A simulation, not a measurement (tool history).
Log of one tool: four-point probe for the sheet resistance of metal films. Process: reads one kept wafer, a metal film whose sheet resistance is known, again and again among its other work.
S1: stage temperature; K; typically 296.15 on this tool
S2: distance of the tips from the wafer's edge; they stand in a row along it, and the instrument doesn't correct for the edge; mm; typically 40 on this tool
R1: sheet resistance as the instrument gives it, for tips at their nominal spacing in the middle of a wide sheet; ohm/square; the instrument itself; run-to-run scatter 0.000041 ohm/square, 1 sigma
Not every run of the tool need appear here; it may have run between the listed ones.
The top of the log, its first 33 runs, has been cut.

run,hour,S1,S2,R1
34,1429.8,291.15,10,0.204378
35,1473.7,291.15,10,0.204267
36,1523.7,307.15,10,0.204696
37,1564.6,300.15,67,0.203422
38,1599.5,300.15,67,0.203579
39,1654.6,300.15,67,0.203597
40,1686.7,300.15,67,0.203749
41,1711.5,300.15,67,0.203717

What does the tool deliver on the next run?
42,1744.7,296.15,4,?

{"run 42": {"R1": 0.21029}}
Without the tool's hidden state the same run would have given R1 0.210876 ohm/square.

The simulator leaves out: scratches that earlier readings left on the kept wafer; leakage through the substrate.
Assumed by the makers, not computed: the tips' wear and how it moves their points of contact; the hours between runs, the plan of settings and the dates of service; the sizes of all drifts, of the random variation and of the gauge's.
